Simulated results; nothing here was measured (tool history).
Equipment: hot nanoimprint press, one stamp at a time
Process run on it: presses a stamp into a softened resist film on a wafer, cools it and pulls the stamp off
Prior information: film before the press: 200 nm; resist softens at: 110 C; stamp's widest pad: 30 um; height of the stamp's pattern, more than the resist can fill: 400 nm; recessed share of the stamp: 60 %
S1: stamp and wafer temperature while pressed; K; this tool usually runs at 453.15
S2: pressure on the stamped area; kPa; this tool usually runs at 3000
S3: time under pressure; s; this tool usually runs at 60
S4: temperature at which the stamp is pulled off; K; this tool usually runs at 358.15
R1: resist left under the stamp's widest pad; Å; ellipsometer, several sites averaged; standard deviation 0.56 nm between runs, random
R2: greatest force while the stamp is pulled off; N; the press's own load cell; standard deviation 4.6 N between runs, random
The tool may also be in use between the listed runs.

run,day,S1,S2,S3,S4,R1,R2
1,0,453.15,3000,60,358.15,1045,255
2,0.812,453.15,3000,60,358.15,1045,258
3,1.638,453.15,3000,60,358.15,1057,243
4,2.529,453.15,3000,60,358.15,1048,256
5,3.621,453.15,3000,60,358.15,1052,253
6,4.733,453.15,3000,60,358.15,1064,257
7,5.488,447.15,3000,60,358.15,1362,262
8,6.062,447.15,3000,60,358.15,1371,258
9,7.133,447.15,3000,60,358.15,1384,271
10,8.383,447.15,3000,60,358.15,1356,272
11,9.2,453.15,3000,53,358.15,1107,263

Subtracting, for every run, the result it would have given without the tool's unlogged condition from the measured result gives the following. The same run-to-run variation enters both numbers; the gauge's scatter may not:
The tool's hidden condition here consists of: true temperature over the reading, C; pressure that arrives at the usual setting, %; grip of the stamp's worn release coat, % over a new coat's; drift of the gauge itself on residual_nm, %; drift of the gauge itself on pull_off_n, %.
run,R1,R2
1,+43,+32
2,+43,+32
3,+45,+32
4,+46,+34
5,+47,+34
6,+49,+36
7,+53,+37
8,+55,+37
9,+57,+40
10,+58,+41
11,+56,+40
